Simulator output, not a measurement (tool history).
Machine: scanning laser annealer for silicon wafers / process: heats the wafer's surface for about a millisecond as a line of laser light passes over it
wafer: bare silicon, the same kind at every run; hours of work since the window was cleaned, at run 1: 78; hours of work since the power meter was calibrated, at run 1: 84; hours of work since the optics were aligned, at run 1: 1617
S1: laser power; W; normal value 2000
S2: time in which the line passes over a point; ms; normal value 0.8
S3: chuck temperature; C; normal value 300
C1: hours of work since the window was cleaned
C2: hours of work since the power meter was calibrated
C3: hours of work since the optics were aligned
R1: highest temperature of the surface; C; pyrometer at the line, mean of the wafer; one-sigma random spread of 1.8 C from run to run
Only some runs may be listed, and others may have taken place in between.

Run 1, hour 0: usual settings; C1 78; C2 84; C3 1617. Result: R1 1049 C.
At hour 15.3: optics aligned, line set to its width.
Run 2, hour 39.7: usual settings; C1 104; C2 111; C3 19. Result: R1 1068 C.
Run 3, hour 88.9: usual settings; C1 143; C2 149; C3 57. Result: R1 1067 C.
Run 4, hour 149.9: usual settings but S1 1967 W; C1 190; C2 197; C3 104. Result: R1 1052 C.
Run 5, hour 212: usual settings but S1 1967 W; C1 238; C2 245; C3 152. Result: R1 1042 C.
Run 6, hour 269.8: usual settings but S1 2072 W; C1 282; C2 289; C3 197. Result: R1 1084 C.
Run 7, hour 317.5: usual settings but S3 294 C; C1 319; C2 326; C3 234. Result: R1 1049 C.
Run 8, hour 355.2: usual settings but S3 294 C; C1 349; C2 355; C3 263. Result: R1 1046 C.
Run 9, hour 422.8: usual settings but S3 294 C; C1 401; C2 408; C3 315. Result: R1 1043 C.
Run 10, hour 452.8: usual settings but S3 276 C; C1 424; C2 431; C3 339. Result: R1 1025 C.
At hour 465: window over the wafer cleaned.
Run 11, hour 490.2: usual settings but S3 276 C; C1 19; C2 458; C3 366. Result: R1 1047 C.
Run 12, hour 534.4: usual settings but S3 276 C; C1 54; C2 493; C3 400. Result: R1 1042 C.
Run 13, hour 583.1: usual settings; C1 91; C2 530; C3 438. Result: R1 1062 C.
Run 14, hour 633.9: usual settings but S3 298 C; C1 131; C2 569; C3 477. Result: R1 1059 C.
Run 15, hour 701.4: usual settings but S1 1748 W; C1 183; C2 622; C3 529. Result: R1 961 C.
Run 16, hour 747: usual settings but S1 1748 W; C1 218; C2 657; C3 565. Result: R1 958 C.
Run 17, hour 784.3: usual settings but S1 1748 W; C1 247; C2 686; C3 593. Result: R1 960 C.
Run 18, hour 822.1: usual settings; C1 276; C2 715; C3 623. Result: R1 1053 C.
Run 19, hour 853.2: usual settings; C1 300; C2 739; C3 647. Result: R1 1051 C.
Run 20, hour 914.6: usual settings; C1 348; C2 787; C3 694. Result: R1 1048 C.
Run 21, hour 964.5: usual settings but S2 0.867 ms, S3 267 C; C1 386; C2 825; C3 733. Result: R1 1042 C.
Run 22, hour 995.8: usual settings but S1 1993 W, S2 0.789 ms; C1 411; C2 850; C3 757. Result: R1 1039 C.
At hour 1023.2: window over the wafer cleaned.
Run 23, hour 1056.8: usual settings but S1 1993 W, S2 0.789 ms; C1 26; C2 895; C3 803. Result: R1 1057 C.
Run 24, hour 1111.6: usual settings but S1 1993 W, S2 0.789 ms; C1 68; C2 938; C3 845. Result: R1 1055 C.
Run 25, hour 1171.3: usual settings but S1 1993 W, S2 0.789 ms, S3 266 C; C1 115; C2 984; C3 891. Result: R1 1018 C.
At hour 1180.1: laser's power meter calibrated.
Run 26, hour 1231.7: usual settings but S1 2075 W, S2 1 ms, S3 270 C; C1 159; C2 40; C3 936. Result: R1 1151 C.
Run 27, hour 1290: usual settings but S3 315 C; C1 204; C2 85; C3 981. Result: R1 1072 C.
Run 28, hour 1357.9: usual settings but S3 315 C; C1 257; C2 138; C3 1034. Result: R1 1068 C.
Run 29, hour 1419.7: usual settings but S1 1882 W, S2 0.709 ms, S3 299 C; C1 305; C2 185; C3 1081. Result: R1 964 C.
Run 30, hour 1473.5: usual settings but S1 1826 W, S2 0.751 ms; C1 346; C2 227; C3 1123. Result: R1 960 C.
Run 31, hour 1515.6: usual settings but S1 1877 W, S2 0.684 ms, S3 339 C; C1 379; C2 260; C3 1155. Result: R1 992 C.
At hour 1549.1: laser's power meter calibrated, once more.
Run 32, hour 1549.1: usual settings but S2 0.658 ms, S3 318 C; C1 402; C2 0; C3 1179. Result: R1 992 C.
At hour 1587: window over the wafer cleaned.
Run 33, hour 1594.4: usual settings but S1 2165 W, S2 0.658 ms, S3 316 C; C1 6; C2 34; C3 1213. Result: R1 1065 C.
Run 34, hour 1628.2: usual settings but S1 2165 W, S2 0.658 ms, S3 316 C; C1 32; C2 60; C3 1239. Result: R1 1064 C.
Run 35, hour 1680.8: usual settings but S1 1778 W; C1 73; C2 100; C3 1279. Result: R1 974 C.
Run 36, hour 1710.5: usual settings but S1 1778 W; C1 96; C2 123; C3 1302. Result: R1 971 C.
Run 37, hour 1749.9: usual settings but S1 1778 W; C1 126; C2 154; C3 1333. Result: R1 972 C.
Run 38, hour 1782.5: usual settings but S1 1778 W; C1 151; C2 179; C3 1358. Result: R1 967 C.
Run 39, hour 1839.3: usual settings but S1 2184 W, S2 0.908 ms, S3 307 C; C1 195; C2 223; C3 1402. Result: R1 1179 C.
Run 40, hour 1867.2: usual settings but S1 2184 W, S2 0.908 ms, S3 307 C; C1 217; C2 245; C3 1424. Result: R1 1182 C.

Measured result minus the same run's result without the hidden state. Both carry the same run-to-run variation, though not necessarily the same gauge scatter:
Hidden state at play: light that passes the window, % of a clean one's; laser's true power over the reading, %; width of the line over the set one, %; drift of the gauge itself on peak_c, C.
run   R1
  1  -25
  2   -9
  3  -12
  4  -14
  5  -17
  6  -20
  7  -21
  8  -24
  9  -27
 10  -28
 11   -9
 12  -10
 13  -12
 14  -15
 15  -16
 16  -18
 17  -19
 18  -23
 19  -25
 20  -28
 21  -31
 22  -30
 23  -10
 24  -12
 25  -15
 26  -19
 27  -18
 28  -21
 29  -22
 30  -24
 31  -25
 32  -32
 33  -15
 34  -16
 35  -17
 36  -18
 37  -20
 38  -21
 39  -31
 40  -32

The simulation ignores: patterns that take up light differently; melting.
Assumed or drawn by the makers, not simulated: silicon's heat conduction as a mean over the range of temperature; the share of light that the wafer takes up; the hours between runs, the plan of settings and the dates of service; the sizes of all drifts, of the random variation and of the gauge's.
